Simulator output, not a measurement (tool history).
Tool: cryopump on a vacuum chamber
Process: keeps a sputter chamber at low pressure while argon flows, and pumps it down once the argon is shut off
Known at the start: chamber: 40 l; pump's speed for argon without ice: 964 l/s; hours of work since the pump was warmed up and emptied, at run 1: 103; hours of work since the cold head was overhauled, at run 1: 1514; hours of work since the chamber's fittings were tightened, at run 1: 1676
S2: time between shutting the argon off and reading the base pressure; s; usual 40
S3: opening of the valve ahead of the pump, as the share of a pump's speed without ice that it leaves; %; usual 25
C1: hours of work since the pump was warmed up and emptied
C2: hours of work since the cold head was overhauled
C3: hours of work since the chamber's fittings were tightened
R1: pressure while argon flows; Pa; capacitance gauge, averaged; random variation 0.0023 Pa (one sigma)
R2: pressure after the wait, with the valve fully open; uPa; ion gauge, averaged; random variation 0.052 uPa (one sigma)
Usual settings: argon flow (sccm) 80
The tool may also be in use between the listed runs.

{"run": 1, "hour": 0.0, "argon flow (sccm)": 80, "S2": 40, "S3": 25, "C1": 103, "C2": 1514, "C3": 1676, "R1": 0.5773, "R2": 5.58}
{"run": 2, "hour": 20.3, "argon flow (sccm)": 80, "S2": 40, "S3": 25, "C1": 121, "C2": 1531, "C3": 1694, "R1": 0.5786, "R2": 5.77}
{"run": 3, "hour": 62.1, "argon flow (sccm)": 80, "S2": 40, "S3": 25, "C1": 157, "C2": 1568, "C3": 1731, "R1": 0.5819, "R2": 5.99}
{"run": 4, "hour": 105.0, "argon flow (sccm)": 80, "S2": 40, "S3": 25, "C1": 195, "C2": 1606, "C3": 1769, "R1": 0.5884, "R2": 6.0}
{"run": 5, "hour": 141.0, "argon flow (sccm)": 80, "S2": 40, "S3": 25, "C1": 227, "C2": 1638, "C3": 1801, "R1": 0.5897, "R2": 6.08}
{"run": 6, "hour": 160.0, "argon flow (sccm)": 80, "S2": 40, "S3": 25, "C1": 244, "C2": 1654, "C3": 1817, "R1": 0.5926, "R2": 6.28}
{"run": 7, "hour": 179.2, "argon flow (sccm)": 40, "S2": 40, "S3": 25, "C1": 260, "C2": 1671, "C3": 1834, "R1": 0.2963, "R2": 6.43}
{"run": 8, "hour": 209.5, "argon flow (sccm)": 71, "S2": 40, "S3": 25, "C1": 287, "C2": 1698, "C3": 1861, "R1": 0.5301, "R2": 6.5}
{"run": 9, "hour": 232.7, "argon flow (sccm)": 71, "S2": 40, "S3": 25, "C1": 308, "C2": 1718, "C3": 1881, "R1": 0.5326, "R2": 6.45}
{"hour": 255.2, "done": "pump warmed up, emptied and cooled again"}
{"run": 10, "hour": 263.1, "argon flow (sccm)": 71, "S2": 40, "S3": 57, "C1": 7, "C2": 1741, "C3": 1904, "R1": 0.2228, "R2": 5.7}
{"run": 11, "hour": 298.4, "argon flow (sccm)": 80, "S2": 40, "S3": 16, "C1": 38, "C2": 1772, "C3": 1935, "R1": 0.8836, "R2": 5.82}
{"run": 12, "hour": 327.4, "argon flow (sccm)": 80, "S2": 22, "S3": 25, "C1": 64, "C2": 1797, "C3": 1960, "R1": 0.5672, "R2": 8.23}
{"run": 13, "hour": 346.4, "argon flow (sccm)": 80, "S2": 22, "S3": 25, "C1": 80, "C2": 1814, "C3": 1977, "R1": 0.5772, "R2": 8.51}
{"run": 14, "hour": 368.9, "argon flow (sccm)": 80, "S2": 45, "S3": 25, "C1": 100, "C2": 1834, "C3": 1997, "R1": 0.575, "R2": 5.79}
{"run": 15, "hour": 391.4, "argon flow (sccm)": 80, "S2": 45, "S3": 25, "C1": 120, "C2": 1854, "C3": 2017, "R1": 0.5766, "R2": 5.72}
{"run": 16, "hour": 426.5, "argon flow (sccm)": 80, "S2": 45, "S3": 25, "C1": 151, "C2": 1885, "C3": 2048, "R1": 0.5818, "R2": 5.96}
{"run": 17, "hour": 458.2, "argon flow (sccm)": 80, "S2": 45, "S3": 25, "C1": 179, "C2": 1913, "C3": 2075, "R1": 0.585, "R2": 6.16}
{"run": 18, "hour": 489.0, "argon flow (sccm)": 80, "S2": 82, "S3": 25, "C1": 206, "C2": 1940, "C3": 2103, "R1": 0.5886, "R2": 5.22}
{"run": 19, "hour": 517.3, "argon flow (sccm)": 80, "S2": 82, "S3": 25, "C1": 231, "C2": 1965, "C3": 2128, "R1": 0.5942, "R2": 5.12}
{"run": 20, "hour": 548.0, "argon flow (sccm)": 82, "S2": 82, "S3": 25, "C1": 258, "C2": 1992, "C3": 2155, "R1": 0.6098, "R2": 5.28}
{"run": 21, "hour": 584.5, "argon flow (sccm)": 36, "S2": 120, "S3": 46, "C1": 290, "C2": 2024, "C3": 2187, "R1": 0.1562, "R2": 5.14}
{"run": 22, "hour": 617.7, "argon flow (sccm)": 36, "S2": 120, "S3": 46, "C1": 319, "C2": 2053, "C3": 2216, "R1": 0.1579, "R2": 5.12}
{"hour": 628.5, "done": "pump warmed up, emptied and cooled again"}
{"run": 23, "hour": 646.3, "argon flow (sccm)": 36, "S2": 114, "S3": 46, "C1": 16, "C2": 2074, "C3": 2237, "R1": 0.1391, "R2": 4.25}
{"run": 24, "hour": 669.1, "argon flow (sccm)": 34, "S2": 40, "S3": 35, "C1": 36, "C2": 2094, "C3": 2257, "R1": 0.173, "R2": 6.3}
{"run": 25, "hour": 710.8, "argon flow (sccm)": 33, "S2": 40, "S3": 35, "C1": 72, "C2": 2131, "C3": 2294, "R1": 0.1703, "R2": 6.37}
{"run": 26, "hour": 732.3, "argon flow (sccm)": 33, "S2": 40, "S3": 35, "C1": 91, "C2": 2150, "C3": 2312, "R1": 0.1711, "R2": 6.57}
{"run": 27, "hour": 753.3, "argon flow (sccm)": 33, "S2": 40, "S3": 35, "C1": 110, "C2": 2168, "C3": 2331, "R1": 0.171, "R2": 6.55}
{"run": 28, "hour": 784.9, "argon flow (sccm)": 44, "S2": 40, "S3": 16, "C1": 138, "C2": 2196, "C3": 2359, "R1": 0.4896, "R2": 6.77}
{"run": 29, "hour": 827.8, "argon flow (sccm)": 109, "S2": 75, "S3": 38, "C1": 175, "C2": 2234, "C3": 2397, "R1": 0.5337, "R2": 5.39}
{"run": 30, "hour": 848.3, "argon flow (sccm)": 44, "S2": 58, "S3": 19, "C1": 194, "C2": 2252, "C3": 2415, "R1": 0.4217, "R2": 6.16}
{"run": 31, "hour": 873.3, "argon flow (sccm)": 67, "S2": 21, "S3": 15, "C1": 216, "C2": 2274, "C3": 2437, "R1": 0.8096, "R2": 9.51}
{"run": 32, "hour": 890.7, "argon flow (sccm)": 95, "S2": 40, "S3": 29, "C1": 231, "C2": 2289, "C3": 2452, "R1": 0.6152, "R2": 7.11}
{"run": 33, "hour": 920.7, "argon flow (sccm)": 125, "S2": 40, "S3": 28, "C1": 257, "C2": 2315, "C3": 2478, "R1": 0.8348, "R2": 7.35}
{"run": 34, "hour": 952.1, "argon flow (sccm)": 125, "S2": 40, "S3": 28, "C1": 285, "C2": 2343, "C3": 2506, "R1": 0.8476, "R2": 7.35}
{"run": 35, "hour": 991.1, "argon flow (sccm)": 45, "S2": 40, "S3": 25, "C1": 319, "C2": 2377, "C3": 2540, "R1": 0.3412, "R2": 7.76}

Hidden state at the last listed run before each entry between runs and at the first one after, where it differs:
Between runs 9 and 10: pump warmed up, emptied and cooled again (hour 255.2)
  pump's speed, % of a pump's without ice: 78 -> 99.5; cold plate's temperature, K: 12.84 -> 12.85; leak into the chamber, uPa l/s: 2667 -> 2696
  measured less the result without the state, R1: +0.0376 -> +0.0028 Pa; R2: +3.25 -> +2.52 uPa
Between runs 22 and 23: pump warmed up, emptied and cooled again (hour 628.5)
  pump's speed, % of a pump's without ice: 77.1 -> 98.5; cold plate's temperature, K: 12.97 -> 12.98; leak into the chamber, uPa l/s: 3084 -> 3111
  measured less the result without the state, R1: +0.0203 -> +0.0022 Pa; R2: +3.87 -> +2.97 uPa
